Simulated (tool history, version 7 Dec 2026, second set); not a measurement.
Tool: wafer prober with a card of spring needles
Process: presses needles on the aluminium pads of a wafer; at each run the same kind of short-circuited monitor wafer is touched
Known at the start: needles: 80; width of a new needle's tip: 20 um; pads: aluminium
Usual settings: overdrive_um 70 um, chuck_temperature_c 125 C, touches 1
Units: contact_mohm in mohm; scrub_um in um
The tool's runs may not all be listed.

run   hour  overdrive_um  chuck_temperature_c  touches  contact_mohm  scrub_um
  1      0            70                  125        1           235    19.228
  2   17.4            70                  125        1           233    19.251
  3   26.2            70                  125        1           235    19.264
  4   36.6            70                  125        1           237    19.278
      50.3  -- tips cleaned on abrasive film
  5   50.5            70                  125        1           234    19.296
  6   65.3            70                  125        1           236    19.321
  7   75.8            70                  125        1           234    19.338
  8   87.7            70                  125        1           236    19.351
  9  102.1            70                  125        1           237    19.365
     105.1  -- tips cleaned on abrasive film
 10  119.5            70                  125        1           235    19.389
 11  133.5            56                  125        1           240    15.527
 12  145.6            56                  125        1           239    15.538
     160.2  -- tips cleaned on abrasive film
 13  161.3            56                  125        1           237    15.569
 14  170.9            56                  125        1           240    15.569
 15  183.1            56                  125        1           239     15.58
 16  199.2            70                  125        1           237    19.502
 17    207            63                   42        1           217    17.566
     215.4  -- tips cleaned on abrasive film
 18  216.7            79                   65        1           220    22.039
 19  232.9            79                   65        1           220    22.067
 20  245.4            55                   58        1           221    15.372
 21  259.7            59                   26        1           216    16.508
     270.8  -- tips cleaned on abrasive film
 22  278.6            59                   26        1           215    16.537
 23  292.9            59                   26        2           218     16.55
 24  305.9            59                   26        2           214    16.563
     310.5  -- gauge calibrated
 25  319.3            59                   26        2           215    16.216
     325.6  -- tips cleaned on abrasive film
 26  331.7            70                   43        1           216    19.251
 27  345.2            65                  125        1           236    17.897
 28  359.1            65                  125        1           235    17.915
 29  375.2            60                   94        1           232    16.553
       381  -- tips cleaned on abrasive film
 30  383.5            60                   94        1           230    16.558
     391.3  -- height of the first contact set anew
 31  399.5            73                   25        1           211    20.184

5 ways to go on from here, each from the tool as it stands after run 31. What would each give?
  A  417.6            73                   25        2             ?         ?
  B  417.6            67                   68        1             ?         ?
  C  417.6            65                  125        2             ?         ?
  D  417.6            70                   50        1             ?         ?
  E  417.6            70                   61        1             ?         ?

run  contact_mohm  scrub_um
  A           212    20.203
  B           221    18.545
  C           235    17.996
  D           219    19.378
  E           220    19.371
Without the tool's hidden state the same runs would have given:
run  contact_mohm  scrub_um
  A           212    20.047
  B           220    18.402
  C           234    17.858
  D           218    19.228
  E           220    19.221
